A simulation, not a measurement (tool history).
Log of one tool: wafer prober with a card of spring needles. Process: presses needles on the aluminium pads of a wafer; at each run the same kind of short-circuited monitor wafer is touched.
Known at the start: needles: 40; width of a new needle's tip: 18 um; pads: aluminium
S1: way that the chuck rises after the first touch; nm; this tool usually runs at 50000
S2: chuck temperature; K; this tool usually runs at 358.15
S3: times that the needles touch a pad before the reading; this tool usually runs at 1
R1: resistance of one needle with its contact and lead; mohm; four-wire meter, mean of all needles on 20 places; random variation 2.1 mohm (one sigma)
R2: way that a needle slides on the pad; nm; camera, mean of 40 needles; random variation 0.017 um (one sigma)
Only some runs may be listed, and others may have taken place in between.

run	day	S1	S2	S3	R1	R2
1	0.000	50000	358.15	1	419	9520
# day 0.146: tips cleaned on abrasive film
# day 0.721: tips cleaned on abrasive film
# day 1.296: tips cleaned on abrasive film
# day 1.871: tips cleaned on abrasive film
# day 2.446: tips cleaned on abrasive film
2	2.467	50000	327.15	1	263	9380
# day 3.042: tips cleaned on abrasive film
# day 3.617: tips cleaned on abrasive film
3	3.867	50000	327.15	1	375	9360
# day 4.300: tips cleaned on abrasive film
# day 5.017: tips cleaned on abrasive film
# day 5.733: tips cleaned on abrasive film
# day 6.308: tips cleaned on abrasive film
4	6.438	50000	358.15	1	348	9240
# day 7.012: tips cleaned on abrasive film
# day 7.588: tips cleaned on abrasive film
5	7.921	50000	358.15	1	414	9220
# day 8.212: tips cleaned on abrasive film
# day 8.788: tips cleaned on abrasive film
# day 8.942: height of the first contact set anew
# day 9.375: tips cleaned on abrasive film
# day 10.025: tips cleaned on abrasive film
6	10.025	50000	358.15	1	253	9460
# day 10.738: tips cleaned on abrasive film
# day 11.442: tips cleaned on abrasive film
# day 12.158: tips cleaned on abrasive film
# day 12.875: tips cleaned on abrasive film
7	13.229	50000	358.15	1	417	9380
# day 13.517: tips cleaned on abrasive film
# day 14.092: tips cleaned on abrasive film
# day 14.667: tips cleaned on abrasive film
# day 15.242: tips cleaned on abrasive film
8	15.775	50000	334.15	1	461	9290
# day 15.925: tips cleaned on abrasive film
# day 16.500: tips cleaned on abrasive film
# day 17.075: tips cleaned on abrasive film
# day 17.758: tips cleaned on abrasive film
9	17.758	50000	334.15	1	268	9220
# day 18.333: tips cleaned on abrasive film
# day 19.042: tips cleaned on abrasive film
# day 19.342: height of the first contact set anew
# day 19.629: tips cleaned on abrasive film
# day 20.321: tips cleaned on abrasive film
10	20.321	53000	358.15	1	265	10050
# day 20.896: tips cleaned on abrasive film
# day 21.471: tips cleaned on abrasive film
# day 22.046: tips cleaned on abrasive film
11	22.454	50000	358.15	3	313	9410
# day 22.742: tips cleaned on abrasive film
# day 23.317: tips cleaned on abrasive film
# day 23.892: tips cleaned on abrasive film
12	24.046	50000	358.15	1	368	9350
# day 24.479: tips cleaned on abrasive film
# day 25.054: tips cleaned on abrasive film
# day 25.629: tips cleaned on abrasive film
# day 26.346: tips cleaned on abrasive film
13	26.917	48000	358.15	1	499	8890
# day 27.062: tips cleaned on abrasive film
# day 27.638: tips cleaned on abrasive film
# day 28.354: tips cleaned on abrasive film
14	28.629	48000	358.15	1	446	8810
# day 29.062: tips cleaned on abrasive film
# day 29.754: tips cleaned on abrasive film
# day 29.767: height of the first contact set anew
# day 30.483: tips cleaned on abrasive film
# day 31.196: tips cleaned on abrasive film
# day 31.804: tips cleaned on abrasive film
15	31.804	50000	325.15	1	262	9490
# day 32.512: tips cleaned on abrasive film
# day 33.088: tips cleaned on abrasive film
# day 33.804: tips cleaned on abrasive film
16	34.104	50000	325.15	1	436	9400
# day 34.392: tips cleaned on abrasive film
# day 34.967: tips cleaned on abrasive film
# day 35.683: tips cleaned on abrasive film
# day 36.258: tips cleaned on abrasive film
17	36.442	50000	325.15	1	382	9300
# day 36.871: tips cleaned on abrasive film
# day 37.446: tips cleaned on abrasive film
# day 38.021: tips cleaned on abrasive film
# day 38.742: tips cleaned on abrasive film
18	39.025	30000	395.15	1	782	5390
# day 39.321: tips cleaned on abrasive film
# day 39.896: tips cleaned on abrasive film
# day 40.192: height of the first contact set anew
# day 40.483: tips cleaned on abrasive film
# day 41.054: tips cleaned on abrasive film
19	41.438	30000	395.15	1	822	5670
# day 41.712: tips cleaned on abrasive film
# day 42.429: tips cleaned on abrasive film
# day 43.004: tips cleaned on abrasive film
20	43.354	67000	307.15	1	352	12660
# day 43.642: tips cleaned on abrasive film
# day 44.350: tips cleaned on abrasive film
# day 45.067: tips cleaned on abrasive film
21	45.188	67000	307.15	1	290	12600
# day 45.762: tips cleaned on abrasive film
# day 46.338: tips cleaned on abrasive film
# day 47.042: tips cleaned on abrasive film
22	47.579	67000	375.15	1	372	12540
# day 47.729: tips cleaned on abrasive film
# day 48.446: tips cleaned on abrasive film
23	48.896	53000	313.15	2	380	9810
# day 49.042: tips cleaned on abrasive film
# day 49.758: tips cleaned on abrasive film
# day 50.471: tips cleaned on abrasive film
# day 50.483: height of the first contact set anew
24	50.983	53000	313.15	2	379	10080
# day 51.129: tips cleaned on abrasive film
# day 51.850: tips cleaned on abrasive film
# day 52.567: tips cleaned on abrasive film
# day 53.283: tips cleaned on abrasive film
# day 53.883: tips cleaned on abrasive film
25	53.883	33000	336.15	2	309	6200
# day 54.458: tips cleaned on abrasive film
# day 55.033: tips cleaned on abrasive film
26	55.408	39000	317.15	1	656	7280

Alternative continuations, all from the tool just after run 26; predict every row:
# day 55.692: tips cleaned on abrasive film
# day 56.412: tips cleaned on abrasive film
# day 56.988: tips cleaned on abrasive film
A	57.508	44000	308.15	2	?	?
# day 55.692: tips cleaned on abrasive film
# day 56.412: tips cleaned on abrasive film
# day 56.988: tips cleaned on abrasive film
B	57.508	46000	341.15	2	?	?
# day 55.692: tips cleaned on abrasive film
# day 56.412: tips cleaned on abrasive film
# day 56.988: tips cleaned on abrasive film
C	57.508	68000	358.15	1	?	?
# day 55.692: tips cleaned on abrasive film
# day 56.412: tips cleaned on abrasive film
# day 56.988: tips cleaned on abrasive film
D	57.508	38000	358.15	3	?	?

run	R1	R2
A	466	8180
B	443	8550
C	379	12760
D	430	7020
With no hidden state in the tool, these same runs would have given:
run	R1	R2
A	227	8380
B	233	8760
C	223	12960
D	245	7220
